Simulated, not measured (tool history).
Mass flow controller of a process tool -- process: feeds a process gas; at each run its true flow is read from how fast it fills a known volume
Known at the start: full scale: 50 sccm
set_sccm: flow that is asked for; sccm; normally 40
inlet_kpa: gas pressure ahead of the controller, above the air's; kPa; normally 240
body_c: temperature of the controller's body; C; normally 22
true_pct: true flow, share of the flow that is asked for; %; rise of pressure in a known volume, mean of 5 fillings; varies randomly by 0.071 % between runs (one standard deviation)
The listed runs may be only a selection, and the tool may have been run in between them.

run,hour,set_sccm,inlet_kpa,body_c,true_pct
1,0,40,240,22,99.76
2,244.4,40,240,22,99.86
3,454.8,40,240,22,99.88
4,606.4,40,240,22,99.84
5,862,40,240,22,99.96
6,999.5,40,173,22,99.73
7,1146.1,40,240,22,99.98
8,1297.9,40,240,22,100.06
9,1503.1,40,240,22,100.01
10,1764,40,240,37,100.67
11,1978.5,40,195,22,99.8
12,2160.9,40,195,22,99.84
13,2336.5,40,240,22,100.14
14,2594.3,40,240,35,100.67
15,2715.1,40,240,35,100.81
16,2959.8,40,240,33,100.63
17,3070.4,40,240,33,100.62
18,3277.9,40,240,22,100.18
19,3506,40,240,22,100.25
20,3615.7,7,240,22,96.61
21,3757.5,12,240,27,98.13
22,3937.5,40,233,30,100.58
23,4180.8,10,197,22,97.36
24,4289.6,10,197,22,97.31
25,4429.2,10,197,22,97.22
26,4587.6,45,231,26,100.74
27,4756.7,49,262,36,101.44
28,4945.9,49,262,36,101.38
29,5080.7,6,180,30,95.11
30,5230.9,20,196,30,99.13
31,5390.8,19,235,23,98.87
32,5567.8,40,147,28,100.19
33,5729,25,173,32,99.72
34,5993.9,17,240,33,99.12
35,6168.4,15,240,32,98.68
36,6323.8,15,240,32,98.64
37,6435.3,8,189,22,95.51
38,6556.2,40,227,25,100.62

Below, some changes in true_pct between adjacent runs. For each, the amount present without the hidden state too (settings, incoming material, random variation) and the amount remaining for the hidden state with gauge scatter not shared by both compared results:
The tool's hidden condition here consists of: flow at rest that the sensor doesn't see, % of full scale; true flow over the shown one, %; drift of the gauge itself on true_pct, %.
Run 28 -> 29: set_sccm 49 -> 6, inlet_kpa 262 -> 180, body_c 36 -> 30. true_pct -6.27 %: hidden state -4.63, all else -1.64.
Run 29 -> 30: set_sccm 6 -> 20, inlet_kpa 180 -> 196. true_pct +4.02 %: hidden state +3.7, all else +0.32.
Run 37 -> 38: set_sccm 8 -> 40, inlet_kpa 189 -> 227, body_c 22 -> 25. true_pct +5.11 %: hidden state +3.96, all else +1.15.
